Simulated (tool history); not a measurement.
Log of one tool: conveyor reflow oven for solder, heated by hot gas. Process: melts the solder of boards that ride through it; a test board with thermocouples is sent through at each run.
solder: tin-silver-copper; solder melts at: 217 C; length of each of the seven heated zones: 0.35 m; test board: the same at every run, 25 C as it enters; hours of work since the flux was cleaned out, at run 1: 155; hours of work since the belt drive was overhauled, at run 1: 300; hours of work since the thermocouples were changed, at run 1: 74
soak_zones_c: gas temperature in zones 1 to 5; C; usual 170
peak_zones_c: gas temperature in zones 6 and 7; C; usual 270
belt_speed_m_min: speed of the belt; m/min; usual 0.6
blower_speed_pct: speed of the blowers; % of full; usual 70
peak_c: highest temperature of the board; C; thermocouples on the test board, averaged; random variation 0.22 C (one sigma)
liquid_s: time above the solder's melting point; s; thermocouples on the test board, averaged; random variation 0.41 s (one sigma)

run   hour  soak_zones_c  peak_zones_c  belt_speed_m_min  blower_speed_pct  hours of work since the flux was cleaned out  hours of work since the belt drive was overhauled  hours of work since the thermocouples were changed  peak_c  liquid_s
  1      0           170           270               0.6                70                                           155                                                300                                                  74   253.6      52.7
  2   21.7           170           271               0.6                70                                           164                                                309                                                  84   254.6      53.1
  3   43.8           165           271               0.6                70                                           174                                                319                                                  93   253.3      50.3
  4     59           165           271               0.6                70                                           180                                                325                                                 100   253.6      50.8
  5   72.1           170           270               0.6                56                                           186                                                331                                                 106   249.8      48.9
  6   82.3           170           270               0.6                56                                           190                                                335                                                 110   249.8      49.2
  7   92.8           178           270               0.6                56                                           195                                                340                                                 115     251      52.6
  8  109.3           170           263               0.6                70                                           202                                                347                                                 122   247.8      48.3
  9  124.8           170           263               0.6                70                                           209                                                354                                                 128   247.6      47.6
 10    136           170           263               0.6                70                                           214                                                359                                                 133   247.4      47.6
 11  152.6           170           263               0.6                70                                           221                                                366                                                 141   247.3        49
 12    166           170           263               0.6                70                                           227                                                372                                                 146   247.3      48.3
     183.1  -- flux residue cleaned out of gas plates and filters
 13  187.9           170           263               0.6                70                                             2                                                379                                                 154   247.1      48.2
 14    204           170           270             0.572                70                                             9                                                386                                                 161   254.8      56.6
 15  214.6           170           270             0.572                70                                            14                                                391                                                 165   254.3      55.7
     228.5  -- flux residue cleaned out of gas plates and filters, once more
 16  235.2           170           270             0.572                70                                             3                                                397                                                 172   256.1        57
 17  252.3           170           258             0.551                70                                            10                                                405                                                 179   246.7      53.5
 18    274           176           270             0.547                70                                            20                                                414                                                 189     258      63.6
 19  283.6           170           270             0.542                78                                            24                                                418                                                 193   259.1      62.7
 20  300.8           170           270             0.542                78                                            31                                                426                                                 200   259.7      63.2
 21  321.5           164           264             0.542                78                                            40                                                435                                                 209   252.9      57.3
 22  331.3           164           264             0.542                78                                            45                                                439                                                 214   252.9      58.2
 23  341.2           164           272             0.542                72                                            49                                                443                                                 218     259      61.6
 24    352           164           272             0.542                72                                            54                                                448                                                 223     259      60.7
 25  367.7           170           276               0.6                70                                            60                                                455                                                 229   259.4      56.8
 26    380           175           271             0.589                65                                            66                                                460                                                 235   255.6      56.4
 27  390.3           156           260             0.516                65                                            70                                                465                                                 239   247.2      52.5
 28  400.9           168           270               0.6                65                                            75                                                469                                                 244   253.1      51.2
 29  419.6           168           270               0.6                65                                            83                                                477                                                 252   252.5      51.1
 30  429.2           183           262               0.6                87                                            87                                                482                                                 256   252.1      57.8
 31    440           181           283             0.588                87                                            92                                                486                                                 261   271.4      67.1

4 ways to go on from here, each from the tool as it stands after run 31. What would each give?
  A  451.3           170           270             0.507                70                                            97                                                491                                                 266       ?         ?
  B  451.3           166           270             0.711                64                                            97                                                491                                                 266       ?         ?
  C  451.3           181           280             0.588                64                                            97                                                491                                                 266       ?         ?
  D  451.3           156           270               0.6                70                                            97                                                491                                                 266       ?         ?

run  peak_c  liquid_s
  A   259.1      67.7
  B   245.9      37.2
  C   264.1      62.8
  D   252.2      47.7
Without the tool's hidden state the same runs would have given:
run  peak_c  liquid_s
  A   259.2      66.8
  B   246.1      36.8
  C   264.2        62
  D   252.4      47.2
